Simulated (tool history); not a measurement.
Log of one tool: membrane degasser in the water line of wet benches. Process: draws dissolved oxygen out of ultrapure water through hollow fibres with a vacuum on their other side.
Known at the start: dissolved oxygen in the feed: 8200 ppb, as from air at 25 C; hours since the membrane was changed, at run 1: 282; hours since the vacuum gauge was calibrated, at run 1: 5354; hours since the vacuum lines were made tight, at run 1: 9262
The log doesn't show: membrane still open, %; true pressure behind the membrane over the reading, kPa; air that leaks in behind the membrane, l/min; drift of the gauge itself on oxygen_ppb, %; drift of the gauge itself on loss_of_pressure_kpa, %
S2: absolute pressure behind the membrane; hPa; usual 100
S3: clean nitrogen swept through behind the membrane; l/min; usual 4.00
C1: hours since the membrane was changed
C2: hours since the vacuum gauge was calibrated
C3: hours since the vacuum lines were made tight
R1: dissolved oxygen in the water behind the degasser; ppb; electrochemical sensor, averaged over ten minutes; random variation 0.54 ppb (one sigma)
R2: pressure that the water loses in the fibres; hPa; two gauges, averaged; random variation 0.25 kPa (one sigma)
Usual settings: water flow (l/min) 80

Run 1, hour 0.0: usual settings; C1 282; C2 5354; C3 9262. Result: R1 306.4 ppb, R2 667.4 hPa.
Run 2, hour 57.6: usual settings; C1 340; C2 5412; C3 9319. Result: R1 307.3 ppb, R2 664.1 hPa.
Run 3, hour 107.2: usual settings; C1 389; C2 5462; C3 9369. Result: R1 306.2 ppb, R2 664.4 hPa.
Run 4, hour 169.0: usual settings; C1 451; C2 5523; C3 9431. Result: R1 306.8 ppb, R2 660.6 hPa.
Run 5, hour 218.4: usual settings; C1 500; C2 5573; C3 9480. Result: R1 306.4 ppb, R2 662.9 hPa.
Run 6, hour 279.1: usual settings; C1 561; C2 5633; C3 9541. Result: R1 307.6 ppb, R2 661.8 hPa.
Run 7, hour 351.1: usual settings; C1 633; C2 5705; C3 9613. Result: R1 306.1 ppb, R2 666.5 hPa.
Run 8, hour 404.8: usual settings but S3 7.52 l/min; C1 687; C2 5759; C3 9667. Result: R1 177.5 ppb, R2 666.2 hPa.
Run 9, hour 479.2: usual settings but S2 88 hPa; C1 761; C2 5834; C3 9741. Result: R1 256.1 ppb, R2 663.4 hPa.
Run 10, hour 514.9: usual settings but S2 88 hPa, S3 4.97 l/min; C1 797; C2 5869; C3 9777. Result: R1 213.7 ppb, R2 663.1 hPa.
Run 11, hour 562.5: usual settings but S2 88 hPa, S3 4.97 l/min; C1 845; C2 5917; C3 9824. Result: R1 213.1 ppb, R2 666.2 hPa.
Run 12, hour 610.9: usual settings but S2 88 hPa, S3 4.97 l/min; C1 893; C2 5965; C3 9873. Result: R1 213.4 ppb, R2 663.6 hPa.
Run 13, hour 646.7: usual settings; C1 929; C2 6001; C3 9909. Result: R1 307.3 ppb, R2 665.3 hPa.
Run 14, hour 685.9: usual settings; C1 968; C2 6040; C3 9948. Result: R1 307.5 ppb, R2 661.7 hPa.
Run 15, hour 729.9: usual settings; C1 1012; C2 6084; C3 9992. Result: R1 307.6 ppb, R2 662.5 hPa.
Run 16, hour 780.7: usual settings; C1 1063; C2 6135; C3 10043. Result: R1 307.5 ppb, R2 665.3 hPa.
At hour 786.5: vacuum gauge calibrated.
Run 17, hour 844.3: usual settings but water flow (l/min) 53, S2 90 hPa; C1 1126; C2 58; C3 10106. Result: R1 182.7 ppb, R2 439.4 hPa.
Run 18, hour 905.4: usual settings but water flow (l/min) 53, S2 90 hPa; C1 1187; C2 119; C3 10167. Result: R1 182.6 ppb, R2 440.0 hPa.
At hour 934.6: vacuum gauge calibrated, once more.
Run 19, hour 981.8: usual settings but water flow (l/min) 53, S2 90 hPa, S3 5.70 l/min; C1 1263; C2 47; C3 10243. Result: R1 127.9 ppb, R2 442.4 hPa.
Run 20, hour 1029.1: usual settings but water flow (l/min) 105, S2 70 hPa, S3 9.29 l/min; C1 1310; C2 95; C3 10290. Result: R1 114.4 ppb, R2 873.8 hPa.
Run 21, hour 1100.4: usual settings but water flow (l/min) 65, S2 70 hPa, S3 3.01 l/min; C1 1381; C2 166; C3 10361. Result: R1 180.1 ppb, R2 544.3 hPa.
Run 22, hour 1138.4: usual settings but water flow (l/min) 111; C1 1420; C2 204; C3 10399. Result: R1 403.1 ppb, R2 916.8 hPa.
Run 23, hour 1177.7: usual settings but water flow (l/min) 88, S2 171 hPa, S3 1.68 l/min; C1 1459; C2 243; C3 10439. Result: R1 1218.4 ppb, R2 729.2 hPa.
Run 24, hour 1253.4: usual settings but water flow (l/min) 88, S2 171 hPa, S3 11.60 l/min; C1 1534; C2 319; C3 10514. Result: R1 254.8 ppb, R2 734.0 hPa.
Run 25, hour 1290.8: usual settings but S2 146 hPa, S3 3.66 l/min; C1 1572; C2 356; C3 10552. Result: R1 525.5 ppb, R2 665.0 hPa.
Run 26, hour 1337.7: usual settings but water flow (l/min) 51, S2 240 hPa, S3 9.47 l/min; C1 1619; C2 403; C3 10598. Result: R1 267.0 ppb, R2 425.7 hPa.
Run 27, hour 1389.5: usual settings but water flow (l/min) 51, S2 133 hPa, S3 9.47 l/min; C1 1671; C2 455; C3 10650. Result: R1 132.1 ppb, R2 423.7 hPa.
Run 28, hour 1431.0: usual settings but water flow (l/min) 51, S2 61 hPa, S3 9.47 l/min; C1 1712; C2 496; C3 10692. Result: R1 39.0 ppb, R2 425.6 hPa.
Run 29, hour 1472.7: usual settings but S3 4.42 l/min; C1 1754; C2 538; C3 10734. Result: R1 276.7 ppb, R2 666.9 hPa.
Run 30, hour 1546.5: usual settings but S2 244 hPa; C1 1828; C2 612; C3 10807. Result: R1 866.5 ppb, R2 665.5 hPa.
Run 31, hour 1611.7: usual settings but S2 244 hPa; C1 1893; C2 677; C3 10873. Result: R1 867.1 ppb, R2 664.3 hPa.

How the hidden state differs across the entries between the runs, from the last listed run before each to the first after it:
Between runs 16 and 17: vacuum gauge calibrated (hour 786.5)
  true pressure behind the membrane over the reading, kPa: 0.17 -> 0.19; air that leaks in behind the membrane, l/min: 0.0159 -> 0.016
  measured less the result without the state, R1: +7.9 -> +6.7 ppb; R2: +2.5 -> +1.8 hPa
Between runs 18 and 19: vacuum gauge calibrated, once more (hour 934.6)
  membrane still open, %: 99.6 -> 99.5; true pressure behind the membrane over the reading, kPa: 0.19 -> -0.03; air that leaks in behind the membrane, l/min: 0.0161 -> 0.0162
  measured less the result without the state, R1: +6.7 -> +0.3 ppb; R2: +1.9 -> +2.0 hPa

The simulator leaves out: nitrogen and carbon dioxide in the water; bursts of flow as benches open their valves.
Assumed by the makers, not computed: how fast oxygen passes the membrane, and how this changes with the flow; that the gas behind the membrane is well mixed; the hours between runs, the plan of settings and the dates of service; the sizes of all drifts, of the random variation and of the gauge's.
